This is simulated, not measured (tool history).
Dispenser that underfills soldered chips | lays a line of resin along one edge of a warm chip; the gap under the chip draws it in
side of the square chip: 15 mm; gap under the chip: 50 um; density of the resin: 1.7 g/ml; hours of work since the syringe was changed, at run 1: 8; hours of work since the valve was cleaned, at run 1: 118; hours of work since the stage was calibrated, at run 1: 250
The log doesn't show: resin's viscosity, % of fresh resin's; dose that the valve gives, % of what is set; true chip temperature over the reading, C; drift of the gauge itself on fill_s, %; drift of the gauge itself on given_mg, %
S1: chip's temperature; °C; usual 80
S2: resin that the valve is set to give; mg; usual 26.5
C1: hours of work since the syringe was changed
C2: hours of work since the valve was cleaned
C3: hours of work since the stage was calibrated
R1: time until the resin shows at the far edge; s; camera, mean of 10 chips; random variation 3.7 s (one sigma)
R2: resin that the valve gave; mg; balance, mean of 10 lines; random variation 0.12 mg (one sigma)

run,hour,S1,S2,C1,C2,C3,R1,R2
1,0.0,80,26.5,8,118,250,636.2,23.37
# hour 3.3: dispensing valve cleaned and set on the balance
# hour 6.3: new syringe of resin
2,7.4,80,26.5,1,3,255,381.7,26.42
3,13.7,80,26.5,5,7,259,519.2,26.29
4,19.0,80,26.5,9,11,263,659.2,26.29
# hour 23.1: new syringe of resin
5,29.2,80,26.5,4,18,270,494.5,26.28
6,38.8,80,26.5,11,25,277,785.6,25.89
# hour 39.8: new syringe of resin
7,45.1,91,28.9,4,29,281,335.2,28.28
8,54.6,71,27.3,11,36,288,943.2,26.28
# hour 56.8: new syringe of resin
9,61.2,71,27.3,3,40,292,574.7,26.28
10,67.9,66,23.3,8,45,297,984.6,22.12
# hour 73.7: new syringe of resin
11,75.4,69,23.3,1,50,302,558.4,22.15
12,82.4,69,23.3,6,55,307,801.2,22.16

Forecast each of these 4 alternatives for the next run:
# hour 90.5: new syringe of resin
A,91.6,70,24.2,1,62,313,?,?
# hour 90.5: new syringe of resin
B,91.6,65,30.0,1,62,313,?,?
# hour 90.5: new syringe of resin
C,91.6,91,28.1,1,62,313,?,?
# hour 90.5: new syringe of resin
D,91.6,84,28.0,1,62,313,?,?

run,R1,R2
A,522.8,22.69
B,590.5,28.31
C,276.7,26.60
D,336.2,26.30
Without the tool's hidden state the same runs would have given:
run,R1,R2
A,507.7,24.13
B,581.8,30.12
C,270.4,28.28
D,328.9,27.98

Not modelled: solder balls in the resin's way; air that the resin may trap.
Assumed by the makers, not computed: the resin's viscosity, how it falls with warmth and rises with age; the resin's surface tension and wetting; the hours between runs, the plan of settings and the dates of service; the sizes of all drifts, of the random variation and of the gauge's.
